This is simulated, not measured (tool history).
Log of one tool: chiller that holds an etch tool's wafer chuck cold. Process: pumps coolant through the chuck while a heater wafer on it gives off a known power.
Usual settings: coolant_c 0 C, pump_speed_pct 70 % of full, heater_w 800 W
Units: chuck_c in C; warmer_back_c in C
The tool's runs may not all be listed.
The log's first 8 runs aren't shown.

Run 9, hour 744.6: usual settings but coolant_c 8 C, heater_w 478 W. Result: chuck_c 13.4 C, warmer_back_c 2.74 C.
Run 10, hour 803.1: usual settings but heater_w 729 W. Result: chuck_c 8.0 C, warmer_back_c 4.15 C.
Run 11, hour 880.8: usual settings but heater_w 729 W. Result: chuck_c 8.2 C, warmer_back_c 4.18 C.
Run 12, hour 984.1: usual settings but heater_w 729 W. Result: chuck_c 8.2 C, warmer_back_c 4.19 C.
Run 13, hour 1064.6: usual settings but heater_w 729 W. Result: chuck_c 8.3 C, warmer_back_c 4.11 C.
Run 14, hour 1123.1: usual settings but heater_w 729 W. Result: chuck_c 8.3 C, warmer_back_c 4.17 C.
Run 15, hour 1193.4: usual settings. Result: chuck_c 9.1 C, warmer_back_c 4.61 C.
Run 16, hour 1302.3: usual settings. Result: chuck_c 9.1 C, warmer_back_c 4.55 C.
At hour 1312.2: chiller's thermometer calibrated.
Run 17, hour 1425.0: usual settings but coolant_c 7 C, heater_w 538 W. Result: chuck_c 13.0 C, warmer_back_c 3.13 C.
Run 18, hour 1551.3: usual settings but coolant_c 7 C, pump_speed_pct 89 % of full, heater_w 625 W. Result: chuck_c 12.8 C, warmer_back_c 2.81 C.
Run 19, hour 1630.1: usual settings but coolant_c 7 C, pump_speed_pct 89 % of full, heater_w 625 W. Result: chuck_c 12.6 C, warmer_back_c 2.89 C.
Run 20, hour 1756.9: usual settings but coolant_c 2 C, heater_w 741 W. Result: chuck_c 10.4 C, warmer_back_c 4.27 C.
Run 21, hour 1880.7: usual settings but coolant_c 2 C, heater_w 741 W. Result: chuck_c 10.6 C, warmer_back_c 4.36 C.
Run 22, hour 2004.6: usual settings but coolant_c 2 C, heater_w 741 W. Result: chuck_c 10.4 C, warmer_back_c 4.27 C.
Run 23, hour 2123.9: usual settings but coolant_c -9 C. Result: chuck_c 0.0 C, warmer_back_c 4.70 C.

The next listed run, before its measurement:
Run 24, hour 2188.3: usual settings but coolant_c -6 C, pump_speed_pct 84 % of full, heater_w 1086 W. Result: chuck_c ?, warmer_back_c ?.

{"run 24": {"chuck_c": 4.7, "warmer_back_c": 5.3}}
Without the tool's hidden state the same run would have given chuck_c 3.7 C, warmer_back_c 4.81 C.
